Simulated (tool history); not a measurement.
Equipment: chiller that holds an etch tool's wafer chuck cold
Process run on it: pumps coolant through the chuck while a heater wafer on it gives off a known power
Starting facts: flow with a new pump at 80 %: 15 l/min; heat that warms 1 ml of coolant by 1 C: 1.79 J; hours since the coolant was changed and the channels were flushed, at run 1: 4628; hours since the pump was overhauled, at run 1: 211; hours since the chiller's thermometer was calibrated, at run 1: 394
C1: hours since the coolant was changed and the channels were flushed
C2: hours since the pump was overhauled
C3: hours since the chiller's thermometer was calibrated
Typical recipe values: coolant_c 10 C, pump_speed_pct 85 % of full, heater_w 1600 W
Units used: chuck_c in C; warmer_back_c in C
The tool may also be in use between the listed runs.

run 1 day=0 | coolant_c=10 pump_speed_pct=85 heater_w=1600 | C1=4628 C2=211 C3=394 | chuck_c=18.9 warmer_back_c=3.3
run 2 day=2.317 | coolant_c=10 pump_speed_pct=85 heater_w=1600 | C1=4684 C2=266 C3=450 | chuck_c=19 warmer_back_c=3.34
run 3 day=6.879 | coolant_c=15 pump_speed_pct=85 heater_w=1600 | C1=4793 C2=376 C3=559 | chuck_c=24 warmer_back_c=3.37
run 4 day=10.983 | coolant_c=15 pump_speed_pct=85 heater_w=1600 | C1=4892 C2=474 C3=658 | chuck_c=23.9 warmer_back_c=3.38
run 5 day=15.312 | coolant_c=10 pump_speed_pct=85 heater_w=1600 | C1=4996 C2=578 C3=762 | chuck_c=19 warmer_back_c=3.4
run 6 day=20.979 | coolant_c=10 pump_speed_pct=85 heater_w=1600 | C1=5132 C2=714 C3=898 | chuck_c=18.9 warmer_back_c=3.47
run 7 day=24.708 | coolant_c=14 pump_speed_pct=85 heater_w=1600 | C1=5221 C2=804 C3=987 | chuck_c=23 warmer_back_c=3.41
run 8 day=27.767 | coolant_c=10 pump_speed_pct=69 heater_w=1600 | C1=5295 C2=877 C3=1061 | chuck_c=20.5 warmer_back_c=4.38
run 9 day=30.288 | coolant_c=10 pump_speed_pct=69 heater_w=1600 | C1=5355 C2=938 C3=1121 | chuck_c=20.6 warmer_back_c=4.39
run 10 day=32.742 | coolant_c=14 pump_speed_pct=69 heater_w=1014 | C1=5414 C2=997 C3=1180 | chuck_c=20.7 warmer_back_c=2.83
run 11 day=35.433 | coolant_c=14 pump_speed_pct=69 heater_w=1014 | C1=5479 C2=1061 C3=1245 | chuck_c=20.8 warmer_back_c=2.86
run 12 day=40.325 | coolant_c=14 pump_speed_pct=69 heater_w=1014 | C1=5596 C2=1179 C3=1362 | chuck_c=20.8 warmer_back_c=2.8
run 13 day=45.025 | coolant_c=10 pump_speed_pct=85 heater_w=1272 | C1=5709 C2=1291 C3=1475 | chuck_c=17.3 warmer_back_c=2.85
run 14 day=50.633 | coolant_c=10 pump_speed_pct=85 heater_w=1272 | C1=5843 C2=1426 C3=1610 | chuck_c=17.1 warmer_back_c=2.89

Predict the results of run 15:
run 15 day=53.733 | coolant_c=10 pump_speed_pct=85 heater_w=1167 | C1=5918 C2=1500 C3=1684 | chuck_c=? warmer_back_c=?

chuck_c: 16.4 C
warmer_back_c: 2.73 C
Had the tool carried no hidden state, the very same run would have given chuck_c 16.4 C, warmer_back_c 2.46 C.
